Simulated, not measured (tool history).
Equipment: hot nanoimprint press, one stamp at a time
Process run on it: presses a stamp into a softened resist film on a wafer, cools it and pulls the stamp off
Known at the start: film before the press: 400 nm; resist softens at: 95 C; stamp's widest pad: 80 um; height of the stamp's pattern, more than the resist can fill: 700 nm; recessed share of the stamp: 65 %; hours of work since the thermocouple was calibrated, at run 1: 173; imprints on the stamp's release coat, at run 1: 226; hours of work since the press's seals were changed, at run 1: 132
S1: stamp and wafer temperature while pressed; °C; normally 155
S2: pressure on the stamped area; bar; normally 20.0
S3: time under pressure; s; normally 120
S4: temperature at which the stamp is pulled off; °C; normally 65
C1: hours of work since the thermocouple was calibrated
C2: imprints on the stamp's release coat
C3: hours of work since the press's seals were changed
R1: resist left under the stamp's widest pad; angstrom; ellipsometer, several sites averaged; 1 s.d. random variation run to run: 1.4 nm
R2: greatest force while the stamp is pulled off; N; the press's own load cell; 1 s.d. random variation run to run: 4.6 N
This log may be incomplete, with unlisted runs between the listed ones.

run   hour   S1    S2   S3  S4   C1   C2   C3    R1   R2
  1    0.0  155  20.0  120  65  173  226  132  2073  237
  2    8.2  155  20.0  120  65  177  237  136  2067  234
  3   20.4  155  20.0  120  65  182  252  141  2063  236
  4   37.8  155  20.0  141  65  189  274  148  1953  238
  5   55.6  155  20.0  141  65  196  296  155  1961  224
  6   68.6  164  20.0  141  65  201  313  160  1261  233
  7   79.0  164  20.0  141  65  205  326  164  1270  228
  8   93.4  164  20.0  141  65  211  344  170  1284  234
  9  105.0  164  16.3  141  65  216  358  175  1395  239
 10  123.8  155  20.0  109  65  224  382  183  2165  234
 11  139.7  158  20.0  109  65  230  402  189  1873  232
 12  152.8  155  20.0  120  65  235  418  194  2053  235
     156.7  -- plate thermocouple calibrated
 13  171.7  163  13.9  187  72    6  438  201  1377  216
 14  182.0  163  13.9  187  72   10  451  205  1385  218
 15  195.5  155  20.0  234  65   16  468  211  1576  249
     209.0  -- plate thermocouple calibrated, once more
 16  217.0  159  22.1  210  69    3  491  218  1345  234
 17  229.7  155  29.7  222  65    8  507  223  1400  243
 18  240.1  155  29.7  222  65   13  520  227  1402  244
 19  259.2  165  17.9   92  52   20  544  235  1554  284
 20  278.6  155  20.0  126  65   28  569  243  2078  250
 21  294.5  155  31.0  120  65   35  589  250  1762  260
 22  303.9  155  31.0  120  65   39  601  253  1774  242
 23  321.1  155  31.0  120  65   46  622  260  1745  248
 24  330.6  155  31.0  120  65   49  634  264  1778  251

Hidden state at the last listed run before each entry between runs and at the first one after, where it differs:
Run 12 -> run 13: plate thermocouple calibrated (hour 156.7)
  true temperature over the reading, C: 0.76 -> 1.11; pressure that arrives at the usual setting, %: 99.47 -> 99.45; grip of the stamp's worn release coat, % over a new coat's: 7.4 -> 7.7
  the result without the hidden state subtracted from the measured one, R1: -66 -> -72 angstrom; R2: +14 -> +12 N
Run 15 -> run 16: plate thermocouple calibrated, once more (hour 209.0)
  true temperature over the reading, C: 1.14 -> 0.11; pressure that arrives at the usual setting, %: 99.42 -> 99.4; grip of the stamp's worn release coat, % over a new coat's: 8.3 -> 8.7
  the result without the hidden state subtracted from the measured one, R1: -88 -> -3 angstrom; R2: +16 -> +19 N
